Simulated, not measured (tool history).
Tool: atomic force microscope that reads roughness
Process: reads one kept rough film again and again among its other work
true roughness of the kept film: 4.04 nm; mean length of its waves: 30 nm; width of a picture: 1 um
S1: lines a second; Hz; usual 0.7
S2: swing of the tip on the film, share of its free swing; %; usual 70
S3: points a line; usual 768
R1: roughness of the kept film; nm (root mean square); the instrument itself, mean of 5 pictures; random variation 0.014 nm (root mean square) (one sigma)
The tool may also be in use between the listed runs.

run   hour     S1  S2   S3     R1
  1      0    0.7  70  768  3.465
  2    4.9    0.7  70  630  3.389
  3   10.2    0.7  70  630  3.358
  4   18.2    0.7  70  630  3.304
  5   23.7    0.7  70  630  3.248
  6   31.3    0.7  70  630  3.181
  7   40.6    0.7  70  630  3.109
  8   46.9  2.035  70  768   2.83
  9   54.8  2.011  70  615  2.811
 10   62.7   2.79  70  768  2.636
 11   70.2   2.79  70  768  2.605
 12   79.6   2.79  70  768  2.529
 13   86.5    0.7  70  769  2.797
 14   95.3    0.7  70  769  2.731
 15  101.1  0.682  61  769  2.739

Forecast each of these 3 alternatives for the next run:
  A   109  0.545  56  316   ?
  B   109  1.167  70  551   ?
  C   109  0.682  63  769   ?

run     R1
  A   2.72
  B    2.6
  C  2.708
Without the tool's hidden state the same runs would have given:
run     R1
  A  3.516
  B  3.362
  C  3.502
